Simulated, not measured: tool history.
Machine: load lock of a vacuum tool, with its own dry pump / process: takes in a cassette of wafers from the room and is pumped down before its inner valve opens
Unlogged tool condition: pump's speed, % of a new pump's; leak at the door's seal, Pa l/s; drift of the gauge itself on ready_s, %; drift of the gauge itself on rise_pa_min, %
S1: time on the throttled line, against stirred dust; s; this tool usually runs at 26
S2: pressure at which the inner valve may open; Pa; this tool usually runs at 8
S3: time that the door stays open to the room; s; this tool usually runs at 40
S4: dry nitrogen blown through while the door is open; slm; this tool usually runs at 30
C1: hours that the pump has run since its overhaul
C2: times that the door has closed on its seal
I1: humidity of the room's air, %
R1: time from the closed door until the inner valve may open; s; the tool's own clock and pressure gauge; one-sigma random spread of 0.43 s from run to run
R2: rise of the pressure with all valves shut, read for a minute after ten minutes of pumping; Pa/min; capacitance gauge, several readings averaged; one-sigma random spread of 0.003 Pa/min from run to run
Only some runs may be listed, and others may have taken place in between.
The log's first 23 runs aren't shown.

{"run": 24, "hour": 3051.2, "S1": 30, "S2": 10, "S3": 40, "S4": 6, "C1": 9413, "C2": 17109, "I1": 43.1, "R1": 53.3, "R2": 0.04}
{"run": 25, "hour": 3222.6, "S1": 47, "S2": 10, "S3": 35, "S4": 17, "C1": 9584, "C2": 17883, "I1": 48.9, "R1": 67, "R2": 0.044}
{"run": 26, "hour": 3319.5, "S1": 27, "S2": 11, "S3": 40, "S4": 30, "C1": 9681, "C2": 18321, "I1": 42.5, "R1": 50.2, "R2": 0.031}
{"run": 27, "hour": 3414.1, "S1": 26, "S2": 7, "S3": 164, "S4": 30, "C1": 9776, "C2": 18749, "I1": 46.8, "R1": 50.4, "R2": 0.058}
{"run": 28, "hour": 3583.1, "S1": 26, "S2": 7, "S3": 164, "S4": 30, "C1": 9945, "C2": 19512, "I1": 42.8, "R1": 51, "R2": 0.051}
{"run": 29, "hour": 3744.4, "S1": 26, "S2": 7, "S3": 164, "S4": 30, "C1": 10106, "C2": 20241, "I1": 43.2, "R1": 51.1, "R2": 0.055}
{"run": 30, "hour": 3823.6, "S1": 16, "S2": 6, "S3": 163, "S4": 30, "C1": 10185, "C2": 20599, "I1": 45.8, "R1": 43.4, "R2": 0.058}
{"run": 31, "hour": 3913.6, "S1": 16, "S2": 6, "S3": 163, "S4": 30, "C1": 10276, "C2": 21005, "I1": 43, "R1": 43.9, "R2": 0.053}
{"run": 32, "hour": 4049.2, "S1": 16, "S2": 6, "S3": 163, "S4": 30, "C1": 10411, "C2": 21618, "I1": 46.3, "R1": 43.6, "R2": 0.055}
{"run": 33, "hour": 4177.5, "S1": 26, "S2": 8, "S3": 40, "S4": 15, "C1": 10539, "C2": 22198, "I1": 44.8, "R1": 50.5, "R2": 0.039}
{"run": 34, "hour": 4258.8, "S1": 36, "S2": 7, "S3": 40, "S4": 38, "C1": 10621, "C2": 22565, "I1": 43, "R1": 59.4, "R2": 0.03}
{"run": 35, "hour": 4432.9, "S1": 36, "S2": 7, "S3": 40, "S4": 38, "C1": 10795, "C2": 23351, "I1": 44, "R1": 58.6, "R2": 0.031}
{"run": 36, "hour": 4552.8, "S1": 21, "S2": 7, "S3": 28, "S4": 5, "C1": 10915, "C2": 23893, "I1": 44, "R1": 47.5, "R2": 0.042}
{"run": 37, "hour": 4700.9, "S1": 21, "S2": 7, "S3": 28, "S4": 5, "C1": 11063, "C2": 24562, "I1": 43.4, "R1": 46.7, "R2": 0.041}

Each row is a separate what-if for the run after 37, all from the same tool condition, not one after another. Results?
{"run": "A", "hour": 4808.1, "S1": 29, "S2": 8, "S3": 158, "S4": 13, "C1": 11170, "C2": 25046, "I1": 40.3, "R1": "?", "R2": "?"}
{"run": "B", "hour": 4808.1, "S1": 28, "S2": 11, "S3": 40, "S4": 30, "C1": 11170, "C2": 25046, "I1": 47.5, "R1": "?", "R2": "?"}
{"run": "C", "hour": 4808.1, "S1": 26, "S2": 8, "S3": 40, "S4": 21, "C1": 11170, "C2": 25046, "I1": 46.4, "R1": "?", "R2": "?"}
{"run": "D", "hour": 4808.1, "S1": 26, "S2": 8, "S3": 40, "S4": 16, "C1": 11170, "C2": 25046, "I1": 46.1, "R1": "?", "R2": "?"}

run=A R1=52.6 R2=0.072
run=B R1=50.7 R2=0.039
run=C R1=50.4 R2=0.036
run=D R1=50.3 R2=0.039
With the hidden condition removed and each run's random variation left untouched, the same runs would have given:
run=A R1=52.6 R2=0.071
run=B R1=50.6 R2=0.038
run=C R1=50.4 R2=0.036
run=D R1=50.3 R2=0.039

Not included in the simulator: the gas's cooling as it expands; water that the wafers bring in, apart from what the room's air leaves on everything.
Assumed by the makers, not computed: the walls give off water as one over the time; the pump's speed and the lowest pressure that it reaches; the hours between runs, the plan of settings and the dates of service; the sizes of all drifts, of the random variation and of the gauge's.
